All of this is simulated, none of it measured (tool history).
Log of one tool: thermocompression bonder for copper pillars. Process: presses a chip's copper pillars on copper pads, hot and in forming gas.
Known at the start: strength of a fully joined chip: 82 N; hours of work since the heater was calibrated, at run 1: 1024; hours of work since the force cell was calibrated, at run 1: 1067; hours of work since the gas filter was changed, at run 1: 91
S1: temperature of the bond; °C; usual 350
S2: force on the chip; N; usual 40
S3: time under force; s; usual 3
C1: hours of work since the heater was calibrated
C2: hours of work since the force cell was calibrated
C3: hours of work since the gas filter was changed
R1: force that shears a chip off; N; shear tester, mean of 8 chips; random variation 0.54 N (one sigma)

| run | day | S1 | S2 | S3 | C1 | C2 | C3 | R1 |
|---|---|---|---|---|---|---|---|---|
| 1 | 0.000 | 350 | 40 | 3 | 1024 | 1067 | 91 | 45.6 |
| 2 | 1.433 | 350 | 40 | 3 | 1046 | 1089 | 113 | 44.7 |
|  | 2.454 | forming gas filter changed |
| 3 | 2.738 | 350 | 40 | 3 | 1066 | 1109 | 4 | 44.9 |
| 4 | 3.838 | 350 | 40 | 3 | 1083 | 1126 | 21 | 44.8 |
| 5 | 5.671 | 350 | 40 | 3 | 1111 | 1155 | 50 | 45.1 |
| 6 | 7.525 | 350 | 40 | 3 | 1140 | 1183 | 79 | 43.3 |
| 7 | 8.504 | 350 | 40 | 3 | 1155 | 1198 | 94 | 44.9 |
| 8 | 9.850 | 350 | 54 | 3 | 1176 | 1219 | 114 | 52.4 |
|  | 10.758 | forming gas filter changed |
| 9 | 11.975 | 350 | 54 | 3 | 1208 | 1252 | 19 | 51.5 |
| 10 | 12.988 | 350 | 54 | 3 | 1224 | 1268 | 35 | 53.6 |
| 11 | 14.704 | 350 | 40 | 3 | 1250 | 1294 | 61 | 45.1 |
| 12 | 15.612 | 350 | 40 | 3 | 1264 | 1308 | 75 | 44.8 |
| 13 | 17.292 | 350 | 40 | 3 | 1290 | 1334 | 101 | 44.2 |
| 14 | 18.692 | 336 | 40 | 3 | 1312 | 1356 | 123 | 39.3 |
|  | 19.142 | forming gas filter changed |
| 15 | 20.746 | 336 | 40 | 3 | 1344 | 1387 | 25 | 38.8 |
| 16 | 22.096 | 366 | 40 | 3 | 1365 | 1408 | 46 | 50.5 |
| 17 | 23.496 | 366 | 30 | 3 | 1386 | 1430 | 67 | 44.2 |
| 18 | 25.279 | 343 | 40 | 3 | 1414 | 1457 | 95 | 41.6 |
| 19 | 27.075 | 343 | 40 | 3 | 1442 | 1485 | 123 | 42.5 |
|  | 27.446 | forming gas filter changed |
| 20 | 28.446 | 350 | 45 | 3 | 1462 | 1506 | 16 | 47.7 |
| 21 | 30.050 | 350 | 45 | 3 | 1487 | 1531 | 40 | 47.0 |
|  | 30.258 | force cell calibrated |
| 22 | 31.925 | 350 | 32 | 2 | 1515 | 26 | 68 | 33.9 |
| 23 | 33.533 | 375 | 28 | 7 | 1540 | 51 | 93 | 57.8 |
| 24 | 35.517 | 360 | 52 | 4 | 1571 | 81 | 124 | 59.3 |
|  | 35.829 | forming gas filter changed |
|  | 36.421 | heater calibrated with a thermocouple chip |
| 25 | 37.062 | 360 | 33 | 2 | 10 | 104 | 18 | 38.2 |
| 26 | 38.762 | 358 | 57 | 3 | 36 | 130 | 44 | 57.1 |
| 27 | 40.458 | 340 | 49 | 2 | 62 | 156 | 70 | 40.2 |
| 28 | 41.992 | 353 | 55 | 2 | 86 | 180 | 94 | 47.5 |
| 29 | 43.642 | 349 | 51 | 3 | 112 | 206 | 120 | 50.8 |
|  | 44.229 | forming gas filter changed |
| 30 | 44.846 | 363 | 53 | 2 | 130 | 224 | 10 | 51.4 |
| 31 | 46.912 | 363 | 53 | 2 | 162 | 256 | 42 | 52.1 |
| 32 | 48.800 | 363 | 37 | 5 | 191 | 285 | 71 | 55.9 |
| 33 | 50.896 | 363 | 37 | 5 | 224 | 317 | 103 | 56.2 |
|  | 52.667 | forming gas filter changed |
| 34 | 52.812 | 379 | 33 | 2 | 253 | 347 | 2 | 44.7 |
| 35 | 54.671 | 324 | 28 | 6 | 282 | 376 | 31 | 36.3 |
| 36 | 56.121 | 350 | 40 | 8 | 304 | 398 | 53 | 60.1 |
| 37 | 57.488 | 350 | 29 | 3 | 325 | 419 | 75 | 37.3 |
| 38 | 58.450 | 350 | 29 | 3 | 340 | 434 | 90 | 37.3 |
| 39 | 59.529 | 365 | 40 | 6 | 357 | 451 | 106 | 60.9 |

Forecast each of these 3 alternatives for the next run:
| A | 60.738 | 338 | 40 | 4 | 376 | 469 | 125 | ? |
| B | 60.738 | 350 | 35 | 3 | 376 | 469 | 125 | ? |
| C | 60.738 | 350 | 38 | 4 | 376 | 469 | 125 | ? |

| run | R1 |
|---|---|
| A | 44.0 |
| B | 42.1 |
| C | 47.5 |
Without the tool's hidden state the same runs would have given:
| run | R1 |
|---|---|
| A | 44.1 |
| B | 42.2 |
| C | 47.6 |
